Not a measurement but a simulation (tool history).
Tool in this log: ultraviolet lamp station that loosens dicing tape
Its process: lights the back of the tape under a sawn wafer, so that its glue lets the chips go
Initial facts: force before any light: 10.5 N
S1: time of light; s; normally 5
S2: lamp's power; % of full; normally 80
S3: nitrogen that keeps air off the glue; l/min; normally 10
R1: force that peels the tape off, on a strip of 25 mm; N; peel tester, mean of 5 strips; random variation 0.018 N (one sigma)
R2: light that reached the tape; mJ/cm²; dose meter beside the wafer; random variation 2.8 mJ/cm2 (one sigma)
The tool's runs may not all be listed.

run    hour  S1  S2  S3     R1   R2
  1     0.0   5  80  10  0.919  375
  2    16.9   4  80  10  1.445  303
  3    41.2   5  61  10  1.594  285
  4    77.2   5  95  10  0.654  441
  5    98.2   5  95   8  0.793  434
  6   127.4   5  65   8  1.799  297
  7   155.7   5  65   8  1.783  294
  8   181.5   5  65   8  1.836  295
  9   215.1   5  87  10  0.898  384
 10   246.9   2  80  10  4.050  137
 11   266.2   2  80  10  4.158  142
 12   290.7   4  80  10  1.685  281
 13   310.3   5  80  10  1.082  355
 14   342.0   5  80  10  1.127  347
 15   366.4   5  97  10  0.739  418
 16   386.2   5  97  10  0.727  418
 17   408.9   5  97  10  0.742  415
 18   425.8   5  97   6  1.134  414
 19   450.9   5  97   6  1.160  408
 20   479.7   4  80  10  1.866  269
 21   506.1   4  80  10  1.881  268
 22   534.6   5  80  10  1.279  331
 23   556.2   5  69  10  1.705  285
 24   589.2   5  69  10  1.721  279
 25   620.8   4  69  10  2.418  223
 26   638.4   5  73  10  1.472  291
 27   656.7   2  69   4  6.376  112
 28   674.3   5  64  14  1.644  256
 29   698.4   5  64  14  1.703  256
      701.7  -- window cleaned of glue's vapour
 30   734.4   2  64  10  5.458   98
 31   758.4   7  64  13  0.965  341
      779.7  -- window cleaned of glue's vapour, once more
 32   782.8   2  73  13  4.277  127
 33   812.1   6  73  11  0.893  369
 34   836.7   6  73  11  0.944  366
 35   861.9   6  73  11  0.935  371
 36   892.3   6  71   5  1.773  350
 37   914.0   3  80   9  3.091  199
 38   937.2   3  80   9  3.004  198
 39   971.4  10  80   3  0.771  649
 40   991.3   3  69  13  3.206  173
 41  1025.0   3  63  12  3.545  149
 42  1056.6   2  92  12  3.877  148
 43  1081.9   8  89   4  0.804  565
 44  1103.6   7  89   4  1.145  489

The same runs without the tool's hidden state, with the same run-to-run variation:
What the log doesn't record here: lamp's light, % of a new lamp's; light that the window lets through, % of a clean one's; drift of the gauge itself on peel_n, %; drift of the gauge itself on dose_mj_cm2, %.
run     R1   R2
  1  0.820  395
  2  1.303  320
  3  1.429  303
  4  0.551  471
  5  0.665  468
  6  1.557  322
  7  1.526  321
  8  1.555  324
  9  0.708  426
 10  3.640  154
 11  3.721  159
 12  1.350  317
 13  0.822  402
 14  0.841  397
 15  0.524  481
 16  0.510  483
 17  0.516  482
 18  0.814  482
 19  0.821  479
 20  1.379  318
 21  1.377  318
 22  0.869  396
 23  1.197  343
 24  1.192  339
 25  1.766  273
 26  0.980  359
 27  5.654  138
 28  1.085  318
 29  1.109  319
 30  4.512  127
 31  0.511  444
 32  3.705  148
 33  0.616  433
 34  0.642  431
 35  0.625  439
 36  1.277  419
 37  2.417  239
 38  2.333  239
 39  0.471  791
 40  2.462  210
 41  2.772  184
 42  3.026  184
 43  0.459  709
 44  0.676  617
